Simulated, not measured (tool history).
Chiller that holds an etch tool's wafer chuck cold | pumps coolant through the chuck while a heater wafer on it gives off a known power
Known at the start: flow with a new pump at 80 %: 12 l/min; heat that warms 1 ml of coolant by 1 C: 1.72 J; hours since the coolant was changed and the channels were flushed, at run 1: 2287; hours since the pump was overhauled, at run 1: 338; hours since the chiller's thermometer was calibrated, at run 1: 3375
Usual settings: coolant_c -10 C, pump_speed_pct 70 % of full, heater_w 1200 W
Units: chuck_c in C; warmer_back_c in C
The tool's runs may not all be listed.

run,hour,coolant_c,pump_speed_pct,heater_w,hours since the coolant was changed and the channels were flushed,hours since the pump was overhauled,hours since the chiller's thermometer was calibrated,chuck_c,warmer_back_c
1,0,-10,70,1200,2287,338,3375,7.1,4.03
2,35.2,-10,70,1200,2322,373,3410,7.2,4.02
3,76.7,-10,70,1200,2364,414,3452,7.3,3.97
4,148.8,-10,70,1200,2436,487,3524,7.4,4.04
5,207.8,-19,70,1200,2495,546,3583,-1.5,4.02
6,267,-19,70,1200,2554,605,3642,-1.5,4.11
7,328.8,-19,70,1200,2616,666,3704,-1.5,4.06
8,391.4,-19,70,1200,2679,729,3766,-1.4,4.06
9,424.6,-19,70,1200,2712,762,3799,-1.2,4.05
10,491.1,-19,70,1200,2778,829,3866,-1.2,4.1
# hour 498.5: chiller's thermometer calibrated
11,535.5,-14,63,1487,2822,872,37,9.1,5.61
12,568.7,-14,63,1487,2855,905,70,9.3,5.64
13,615.3,-12,63,1690,2902,952,117,14.5,6.45
# hour 644.2: chiller's thermometer calibrated, once more
14,672.1,-17,87,1665,2957,1008,28,5.7,4.59
15,713.4,-17,87,1665,2999,1049,69,5.8,4.64
16,761.2,-17,87,1665,3046,1097,117,5.9,4.57
17,807.6,-17,87,1665,3093,1143,163,6,4.69
18,872.9,-17,87,1665,3158,1209,229,6.1,4.62
19,942.3,-2,63,1594,3228,1278,298,24.9,6.13
20,982.6,-2,91,1076,3268,1318,338,12.6,2.88

Some steps in chuck_c between neighbouring runs. How much of each would the tool show without its hidden state too (settings, what came in, random variation), and how much is left for the hidden state, with any gauge scatter that isn't in both results?
The hidden state here: heat passed by the chuck's channels, % of clean ones'; flow at a given pump speed, % of a new pump's; coolant's true temperature over the reading, C; drift of the gauge itself on chuck_c, C; drift of the gauge itself on warmer_back_c, C.
Run 13 -> 14: coolant_c -12 -> -17, pump_speed_pct 63 -> 87, heater_w 1690 -> 1665, chiller's thermometer calibrated, once more. chuck_c -8.8 C: hidden state +0.8, all else -9.6.
Run 18 -> 19: coolant_c -17 -> -2, pump_speed_pct 87 -> 63, heater_w 1665 -> 1594. chuck_c +18.8 C: hidden state +0.5, all else +18.3.
Run 19 -> 20: pump_speed_pct 63 -> 91, heater_w 1594 -> 1076. chuck_c -12.3 C: hidden state -1.6, all else -10.7.
